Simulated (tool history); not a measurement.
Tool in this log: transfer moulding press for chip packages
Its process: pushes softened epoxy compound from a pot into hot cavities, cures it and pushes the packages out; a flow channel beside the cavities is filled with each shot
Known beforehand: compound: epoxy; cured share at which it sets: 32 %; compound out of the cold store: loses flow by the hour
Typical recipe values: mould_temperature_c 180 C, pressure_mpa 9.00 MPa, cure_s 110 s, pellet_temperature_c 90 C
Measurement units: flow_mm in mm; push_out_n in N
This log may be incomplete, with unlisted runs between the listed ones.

run,hour,mould_temperature_c,pressure_mpa,cure_s,pellet_temperature_c,incoming compound's hours out of the cold store,flow_mm,push_out_n
1,0.0,180,9.00,110,90,38.3,525,495
# hour 5.4: cavities cleaned with cleaning compound and waxed
2,62.2,180,9.00,110,90,40.1,520,416
3,125.3,180,9.00,110,90,34.1,532,485
# hour 153.7: cavities cleaned with cleaning compound and waxed
4,166.7,180,9.00,110,90,16.8,574,349
5,218.8,180,9.00,110,90,32.3,531,443
6,289.5,180,9.00,110,90,40.0,513,488
# hour 302.1: cavities cleaned with cleaning compound and waxed
7,358.6,174,9.00,110,90,15.1,581,677
# hour 405.7: plunger's sealing rings changed
8,423.5,174,9.00,110,90,25.1,574,725
# hour 453.5: cavities cleaned with cleaning compound and waxed
9,469.9,180,9.00,110,90,9.4,601,379
10,506.4,180,9.00,125,90,13.3,593,382
11,538.8,180,8.66,110,90,44.7,497,451
12,589.2,180,8.66,110,85,8.2,590,535
# hour 603.3: cavities cleaned with cleaning compound and waxed
13,653.8,180,8.66,110,85,28.6,533,453
14,688.7,180,8.66,110,85,24.1,544,490
# hour 751.3: cavities cleaned with cleaning compound and waxed
15,757.1,180,8.66,110,85,42.7,494,314
# hour 776.9: mould's thermocouples calibrated
16,814.1,180,8.66,123,95,16.6,552,400
# hour 878.7: plunger's sealing rings changed
17,884.7,180,6.89,130,86,32.4,478,424
# hour 904.0: cavities cleaned with cleaning compound and waxed
18,918.9,180,7.05,130,86,33.7,478,290
19,963.2,177,8.85,123,90,42.3,516,436
20,995.1,184,8.58,97,81,8.1,589,538
# hour 1024.7: mould's thermocouples calibrated, once more
21,1044.4,183,8.26,132,99,26.9,521,402

Expected results for the next run?
# hour 1056.1: cavities cleaned with cleaning compound and waxed
22,1097.8,183,8.26,132,99,39.7,?,?

{"run 22": {"flow_mm": 488, "push_out_n": 345}}
The same run, on a tool lacking any hidden state, would have yielded flow_mm 497 mm, push_out_n 241 N.
